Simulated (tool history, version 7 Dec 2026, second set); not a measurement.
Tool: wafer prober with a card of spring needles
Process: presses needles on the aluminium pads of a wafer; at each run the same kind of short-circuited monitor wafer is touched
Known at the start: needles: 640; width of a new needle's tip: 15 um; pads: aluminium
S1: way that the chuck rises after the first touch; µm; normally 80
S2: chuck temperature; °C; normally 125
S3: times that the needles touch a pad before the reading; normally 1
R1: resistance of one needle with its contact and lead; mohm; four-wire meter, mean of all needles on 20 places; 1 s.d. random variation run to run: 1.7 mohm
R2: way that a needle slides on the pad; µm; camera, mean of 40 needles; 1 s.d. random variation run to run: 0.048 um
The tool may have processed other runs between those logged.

{"run": 1, "hour": 0.0, "S1": 80, "S2": 125, "S3": 1, "R1": 190, "R2": 12.55}
{"hour": 2.9, "done": "tips cleaned on abrasive film"}
{"hour": 17.0, "done": "tips cleaned on abrasive film"}
{"hour": 31.0, "done": "tips cleaned on abrasive film"}
{"hour": 45.1, "done": "tips cleaned on abrasive film"}
{"run": 2, "hour": 51.8, "S1": 80, "S2": 125, "S3": 1, "R1": 185, "R2": 12.44}
{"hour": 57.5, "done": "tips cleaned on abrasive film"}
{"hour": 71.6, "done": "tips cleaned on abrasive film"}
{"hour": 82.8, "done": "tips cleaned on abrasive film"}
{"hour": 96.9, "done": "tips cleaned on abrasive film"}
{"hour": 111.0, "done": "tips cleaned on abrasive film"}
{"hour": 125.0, "done": "tips cleaned on abrasive film"}
{"run": 3, "hour": 132.6, "S1": 80, "S2": 125, "S3": 2, "R1": 183, "R2": 12.39}
{"hour": 138.3, "done": "tips cleaned on abrasive film"}
{"hour": 152.3, "done": "tips cleaned on abrasive film"}
{"hour": 166.4, "done": "tips cleaned on abrasive film"}
{"hour": 180.0, "done": "tips cleaned on abrasive film"}
{"run": 4, "hour": 180.0, "S1": 80, "S2": 125, "S3": 2, "R1": 172, "R2": 12.41}
{"hour": 191.3, "done": "tips cleaned on abrasive film"}
{"hour": 205.3, "done": "tips cleaned on abrasive film"}
{"hour": 216.6, "done": "tips cleaned on abrasive film"}
{"hour": 230.7, "done": "tips cleaned on abrasive film"}
{"hour": 231.0, "done": "height of the first contact set anew"}
{"hour": 245.0, "done": "tips cleaned on abrasive film"}
{"run": 5, "hour": 254.5, "S1": 80, "S2": 125, "S3": 1, "R1": 191, "R2": 12.73}
{"hour": 257.4, "done": "tips cleaned on abrasive film"}
{"hour": 271.5, "done": "tips cleaned on abrasive film"}
{"hour": 285.6, "done": "tips cleaned on abrasive film"}
{"hour": 299.6, "done": "tips cleaned on abrasive film"}
{"hour": 313.7, "done": "tips cleaned on abrasive film"}
{"hour": 327.8, "done": "tips cleaned on abrasive film"}
{"run": 6, "hour": 333.1, "S1": 80, "S2": 125, "S3": 1, "R1": 188, "R2": 12.71}
{"hour": 341.5, "done": "tips cleaned on abrasive film"}
{"hour": 352.8, "done": "tips cleaned on abrasive film"}
{"hour": 366.9, "done": "tips cleaned on abrasive film"}
{"run": 7, "hour": 376.0, "S1": 80, "S2": 125, "S3": 1, "R1": 192, "R2": 12.73}
{"hour": 378.9, "done": "tips cleaned on abrasive film"}
{"hour": 393.0, "done": "tips cleaned on abrasive film"}
{"hour": 404.3, "done": "tips cleaned on abrasive film"}
{"hour": 418.3, "done": "tips cleaned on abrasive film"}
{"run": 8, "hour": 419.3, "S1": 80, "S2": 125, "S3": 1, "R1": 174, "R2": 12.66}
{"hour": 430.5, "done": "tips cleaned on abrasive film"}
{"hour": 444.6, "done": "tips cleaned on abrasive film, once more"}
{"run": 9, "hour": 454.3, "S1": 80, "S2": 125, "S3": 1, "R1": 197, "R2": 12.66}
{"hour": 457.2, "done": "tips cleaned on abrasive film"}
{"hour": 471.3, "done": "tips cleaned on abrasive film"}
{"hour": 482.5, "done": "tips cleaned on abrasive film"}
{"hour": 496.6, "done": "tips cleaned on abrasive film"}
{"run": 10, "hour": 501.5, "S1": 80, "S2": 125, "S3": 1, "R1": 187, "R2": 12.57}
{"hour": 510.0, "done": "tips cleaned on abrasive film"}
{"hour": 521.2, "done": "tips cleaned on abrasive film"}
{"hour": 535.3, "done": "tips cleaned on abrasive film"}
{"hour": 546.6, "done": "tips cleaned on abrasive film"}
{"hour": 560.6, "done": "tips cleaned on abrasive film"}
{"run": 11, "hour": 560.9, "S1": 80, "S2": 125, "S3": 1, "R1": 174, "R2": 12.48}
{"hour": 572.1, "done": "tips cleaned on abrasive film"}
{"hour": 586.2, "done": "tips cleaned on abrasive film"}
{"hour": 600.3, "done": "tips cleaned on abrasive film"}
{"hour": 614.3, "done": "tips cleaned on abrasive film"}
{"hour": 625.6, "done": "tips cleaned on abrasive film"}
{"run": 12, "hour": 636.0, "S1": 80, "S2": 125, "S3": 1, "R1": 199, "R2": 12.5}
{"hour": 638.9, "done": "tips cleaned on abrasive film"}
{"hour": 650.2, "done": "tips cleaned on abrasive film"}
{"hour": 664.2, "done": "tips cleaned on abrasive film"}
{"hour": 678.3, "done": "tips cleaned on abrasive film"}
{"run": 13, "hour": 684.7, "S1": 85, "S2": 125, "S3": 3, "R1": 172, "R2": 13.22}
{"hour": 690.4, "done": "tips cleaned on abrasive film"}
{"hour": 701.7, "done": "tips cleaned on abrasive film"}
{"hour": 707.5, "done": "height of the first contact set anew"}
{"hour": 716.0, "done": "tips cleaned on abrasive film"}
{"hour": 729.3, "done": "tips cleaned on abrasive film"}
{"run": 14, "hour": 729.3, "S1": 68, "S2": 36, "S3": 1, "R1": 159, "R2": 10.83}
{"hour": 743.4, "done": "tips cleaned on abrasive film"}
{"hour": 757.4, "done": "tips cleaned on abrasive film"}
{"hour": 771.5, "done": "tips cleaned on abrasive film"}
{"hour": 785.6, "done": "tips cleaned on abrasive film"}
{"hour": 799.6, "done": "tips cleaned on abrasive film"}
{"run": 15, "hour": 806.5, "S1": 80, "S2": 125, "S3": 1, "R1": 195, "R2": 12.71}
{"hour": 812.2, "done": "tips cleaned on abrasive film"}
{"hour": 826.3, "done": "tips cleaned on abrasive film"}
{"hour": 840.3, "done": "tips cleaned on abrasive film"}
{"hour": 854.4, "done": "tips cleaned on abrasive film"}
{"run": 16, "hour": 864.7, "S1": 73, "S2": 48, "S3": 1, "R1": 195, "R2": 11.54}
{"hour": 867.6, "done": "tips cleaned on abrasive film"}
{"hour": 881.7, "done": "tips cleaned on abrasive film"}
{"hour": 895.7, "done": "tips cleaned on abrasive film"}
{"hour": 907.1, "done": "tips cleaned on abrasive film"}
{"run": 17, "hour": 907.1, "S1": 73, "S2": 48, "S3": 1, "R1": 162, "R2": 11.49}
{"hour": 918.4, "done": "tips cleaned on abrasive film"}
{"hour": 932.5, "done": "tips cleaned on abrasive film"}
{"hour": 946.6, "done": "tips cleaned on abrasive film"}
{"hour": 960.6, "done": "tips cleaned on abrasive film"}
{"hour": 972.9, "done": "tips cleaned on abrasive film"}
{"run": 18, "hour": 972.9, "S1": 63, "S2": 47, "S3": 1, "R1": 166, "R2": 9.83}
{"hour": 986.9, "done": "tips cleaned on abrasive film"}
{"hour": 998.2, "done": "tips cleaned on abrasive film"}
{"hour": 1012.3, "done": "tips cleaned on abrasive film"}
{"hour": 1026.3, "done": "tips cleaned on abrasive film"}
{"hour": 1037.6, "done": "tips cleaned on abrasive film"}
{"run": 19, "hour": 1041.7, "S1": 60, "S2": 65, "S3": 1, "R1": 201, "R2": 9.32}
{"hour": 1050.2, "done": "tips cleaned on abrasive film"}
{"hour": 1064.3, "done": "tips cleaned on abrasive film"}
{"hour": 1075.6, "done": "tips cleaned on abrasive film"}
{"hour": 1089.6, "done": "tips cleaned on abrasive film"}
{"hour": 1100.9, "done": "tips cleaned on abrasive film"}
{"hour": 1115.0, "done": "tips cleaned on abrasive film"}
{"run": 20, "hour": 1115.8, "S1": 88, "S2": 45, "S3": 3, "R1": 157, "R2": 13.79}
{"hour": 1127.0, "done": "tips cleaned on abrasive film"}
{"hour": 1141.1, "done": "tips cleaned on abrasive film"}
{"hour": 1152.4, "done": "tips cleaned on abrasive film"}
{"run": 21, "hour": 1158.1, "S1": 82, "S2": 26, "S3": 1, "R1": 171, "R2": 12.7}
{"hour": 1163.8, "done": "tips cleaned on abrasive film"}
{"hour": 1177.9, "done": "tips cleaned on abrasive film"}
{"hour": 1183.8, "done": "height of the first contact set anew"}
{"hour": 1192.2, "done": "tips cleaned on abrasive film"}
{"hour": 1206.3, "done": "tips cleaned on abrasive film"}
{"hour": 1220.4, "done": "tips cleaned on abrasive film"}
{"run": 22, "hour": 1222.6, "S1": 82, "S2": 26, "S3": 1, "R1": 165, "R2": 13.08}
{"hour": 1233.9, "done": "tips cleaned on abrasive film"}
{"hour": 1247.9, "done": "tips cleaned on abrasive film"}
{"hour": 1261.7, "done": "tips cleaned on abrasive film"}
{"run": 23, "hour": 1261.7, "S1": 82, "S2": 26, "S3": 1, "R1": 155, "R2": 12.99}
{"hour": 1273.0, "done": "tips cleaned on abrasive film"}
{"hour": 1287.0, "done": "tips cleaned on abrasive film"}
{"hour": 1301.1, "done": "tips cleaned on abrasive film"}
{"hour": 1315.2, "done": "tips cleaned on abrasive film"}
{"hour": 1326.4, "done": "tips cleaned on abrasive film"}
{"run": 24, "hour": 1330.2, "S1": 82, "S2": 26, "S3": 1, "R1": 165, "R2": 13.02}

Forecast each of these 3 alternatives for the next run:
{"hour": 1338.7, "done": "tips cleaned on abrasive film"}
{"hour": 1352.7, "done": "tips cleaned on abrasive film"}
{"hour": 1366.8, "done": "tips cleaned on abrasive film"}
{"hour": 1380.9, "done": "tips cleaned on abrasive film"}
{"run": "A", "hour": 1383.7, "S1": 64, "S2": 45, "S3": 3, "R1": "?", "R2": "?"}
{"hour": 1338.7, "done": "tips cleaned on abrasive film"}
{"hour": 1352.7, "done": "tips cleaned on abrasive film"}
{"hour": 1366.8, "done": "tips cleaned on abrasive film"}
{"hour": 1380.9, "done": "tips cleaned on abrasive film"}
{"run": "B", "hour": 1383.7, "S1": 65, "S2": 107, "S3": 3, "R1": "?", "R2": "?"}
{"hour": 1338.7, "done": "tips cleaned on abrasive film"}
{"hour": 1352.7, "done": "tips cleaned on abrasive film"}
{"hour": 1366.8, "done": "tips cleaned on abrasive film"}
{"hour": 1380.9, "done": "tips cleaned on abrasive film"}
{"run": "C", "hour": 1383.7, "S1": 80, "S2": 109, "S3": 1, "R1": "?", "R2": "?"}

run=A R1=170 R2=10.07
run=B R1=180 R2=10.19
run=C R1=177 R2=12.64
The same runs, with their run-to-run variation unchanged, on a tool lacking any hidden condition would have given:
run=A R1=155 R2=10.24
run=B R1=166 R2=10.35
run=C R1=159 R2=12.80
